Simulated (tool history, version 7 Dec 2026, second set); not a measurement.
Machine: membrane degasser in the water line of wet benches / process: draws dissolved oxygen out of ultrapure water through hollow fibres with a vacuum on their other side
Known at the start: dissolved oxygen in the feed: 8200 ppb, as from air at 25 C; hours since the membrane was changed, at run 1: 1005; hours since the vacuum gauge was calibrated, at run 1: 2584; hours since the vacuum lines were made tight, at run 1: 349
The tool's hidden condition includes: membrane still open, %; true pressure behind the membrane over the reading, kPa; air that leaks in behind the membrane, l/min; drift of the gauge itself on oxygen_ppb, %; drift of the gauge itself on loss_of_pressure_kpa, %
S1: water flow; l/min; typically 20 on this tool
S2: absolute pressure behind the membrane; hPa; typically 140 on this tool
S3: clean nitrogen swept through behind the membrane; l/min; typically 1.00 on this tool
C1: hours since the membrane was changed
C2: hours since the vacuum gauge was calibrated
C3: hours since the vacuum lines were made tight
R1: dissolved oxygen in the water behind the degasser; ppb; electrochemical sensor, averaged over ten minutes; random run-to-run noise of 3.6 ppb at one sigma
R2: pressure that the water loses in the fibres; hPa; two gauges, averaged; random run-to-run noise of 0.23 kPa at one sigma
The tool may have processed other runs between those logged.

| run | hour | S1 | S2 | S3 | C1 | C2 | C3 | R1 | R2 |
|---|---|---|---|---|---|---|---|---|---|
| 1 | 0.0 | 20 | 140 | 1.00 | 1005 | 2584 | 349 | 569.3 | 560.6 |
| 2 | 37.4 | 20 | 140 | 1.00 | 1042 | 2622 | 386 | 571.7 | 563.9 |
| 3 | 81.7 | 31 | 140 | 1.00 | 1087 | 2666 | 431 | 948.3 | 875.9 |
| 4 | 116.5 | 31 | 140 | 1.00 | 1121 | 2701 | 465 | 935.3 | 879.7 |
| 5 | 148.3 | 31 | 140 | 1.00 | 1153 | 2733 | 497 | 939.9 | 877.3 |
| 6 | 190.4 | 20 | 84 | 1.00 | 1195 | 2775 | 539 | 342.4 | 566.7 |
| 7 | 261.7 | 20 | 84 | 1.00 | 1267 | 2846 | 611 | 345.6 | 562.1 |
| 8 | 316.6 | 20 | 84 | 1.00 | 1321 | 2901 | 665 | 342.7 | 562.5 |
| 9 | 387.5 | 20 | 84 | 1.00 | 1392 | 2972 | 736 | 341.3 | 566.0 |
| 10 | 450.2 | 20 | 84 | 1.00 | 1455 | 3034 | 799 | 341.7 | 564.8 |

Run 11 comes next. What will it give?
|  | 456.5 | vacuum gauge calibrated |
| 11 | 502.0 | 25 | 132 | 1.17 | 1506 | 45 | 850 | ? | ? |

Run 11 gave R1 633.8 ppb, R2 708.4 hPa.
Take away the tool's hidden state, keep the run-to-run variation as it was, and the same run would have given R1 618.6 ppb, R2 702.2 hPa.
